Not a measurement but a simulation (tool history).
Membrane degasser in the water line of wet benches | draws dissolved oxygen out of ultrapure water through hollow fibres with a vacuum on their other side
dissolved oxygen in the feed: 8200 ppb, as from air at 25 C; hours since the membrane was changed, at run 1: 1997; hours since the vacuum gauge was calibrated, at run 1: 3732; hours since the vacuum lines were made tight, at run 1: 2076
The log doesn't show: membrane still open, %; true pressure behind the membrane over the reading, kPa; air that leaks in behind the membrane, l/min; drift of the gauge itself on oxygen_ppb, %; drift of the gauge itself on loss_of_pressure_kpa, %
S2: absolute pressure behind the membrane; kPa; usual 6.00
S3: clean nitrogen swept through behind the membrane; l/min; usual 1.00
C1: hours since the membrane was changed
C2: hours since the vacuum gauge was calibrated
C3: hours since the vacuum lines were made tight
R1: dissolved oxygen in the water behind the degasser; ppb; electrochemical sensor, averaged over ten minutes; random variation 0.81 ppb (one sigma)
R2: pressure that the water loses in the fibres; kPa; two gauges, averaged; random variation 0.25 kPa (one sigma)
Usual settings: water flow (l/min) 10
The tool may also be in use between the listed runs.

Run 1, day 0.000: usual settings; C1 1997; C2 3732; C3 2076. Result: R1 74.5 ppb, R2 67.40 kPa.
Run 2, day 2.104: usual settings; C1 2048; C2 3782; C3 2127. Result: R1 75.0 ppb, R2 67.39 kPa.
Run 3, day 4.462: usual settings; C1 2104; C2 3839; C3 2183. Result: R1 74.2 ppb, R2 67.35 kPa.
Run 4, day 6.817: usual settings; C1 2161; C2 3896; C3 2240. Result: R1 74.9 ppb, R2 67.31 kPa.
Run 5, day 8.350: usual settings; C1 2198; C2 3932; C3 2277. Result: R1 76.4 ppb, R2 67.97 kPa.
Run 6, day 9.350: usual settings; C1 2222; C2 3956; C3 2301. Result: R1 74.6 ppb, R2 67.31 kPa.
Run 7, day 11.388: usual settings but S2 7.46 kPa; C1 2271; C2 4005; C3 2349. Result: R1 107.0 ppb, R2 66.89 kPa.
Run 8, day 13.017: usual settings but S2 5.96 kPa, S3 0.48 l/min; C1 2310; C2 4044; C3 2389. Result: R1 133.7 ppb, R2 67.29 kPa.
Run 9, day 15.454: usual settings but S3 0.54 l/min; C1 2368; C2 4103; C3 2447. Result: R1 125.6 ppb, R2 67.08 kPa.
Run 10, day 17.125: usual settings but S3 0.54 l/min; C1 2408; C2 4143; C3 2487. Result: R1 124.4 ppb, R2 67.31 kPa.
Run 11, day 19.288: usual settings but S3 0.54 l/min; C1 2460; C2 4195; C3 2539. Result: R1 124.3 ppb, R2 66.91 kPa.
Run 12, day 21.592: usual settings but S3 0.54 l/min; C1 2515; C2 4250; C3 2594. Result: R1 124.5 ppb, R2 66.56 kPa.

Forecast each of these 5 alternatives for the next run:
Run A, day 24.029: usual settings but water flow (l/min) 12, S2 12.26 kPa, S3 1.20 l/min; C1 2574; C2 4309; C3 2653. Result: R1 ?, R2 ?.
Run B, day 24.029: usual settings but water flow (l/min) 7, S2 6.62 kPa, S3 1.26 l/min; C1 2574; C2 4309; C3 2653. Result: R1 ?, R2 ?.
Run C, day 24.029: usual settings but S3 0.67 l/min; C1 2574; C2 4309; C3 2653. Result: R1 ?, R2 ?.
Run D, day 24.029: usual settings but water flow (l/min) 9, S2 9.68 kPa; C1 2574; C2 4309; C3 2653. Result: R1 ?, R2 ?.
Run E, day 24.029: usual settings but water flow (l/min) 9, S2 12.72 kPa, S3 0.73 l/min; C1 2574; C2 4309; C3 2653. Result: R1 ?, R2 ?.

run     R1     R2
  A  221.0  80.01
  B   49.8  46.39
  C  105.5  66.42
  D  144.0  59.87
  E  271.5  60.00
Without the tool's hidden state the same runs would have given:
run     R1     R2
  A  220.9  81.18
  B   49.7  47.06
  C  105.3  67.39
  D  143.9  60.74
  E  271.3  60.86

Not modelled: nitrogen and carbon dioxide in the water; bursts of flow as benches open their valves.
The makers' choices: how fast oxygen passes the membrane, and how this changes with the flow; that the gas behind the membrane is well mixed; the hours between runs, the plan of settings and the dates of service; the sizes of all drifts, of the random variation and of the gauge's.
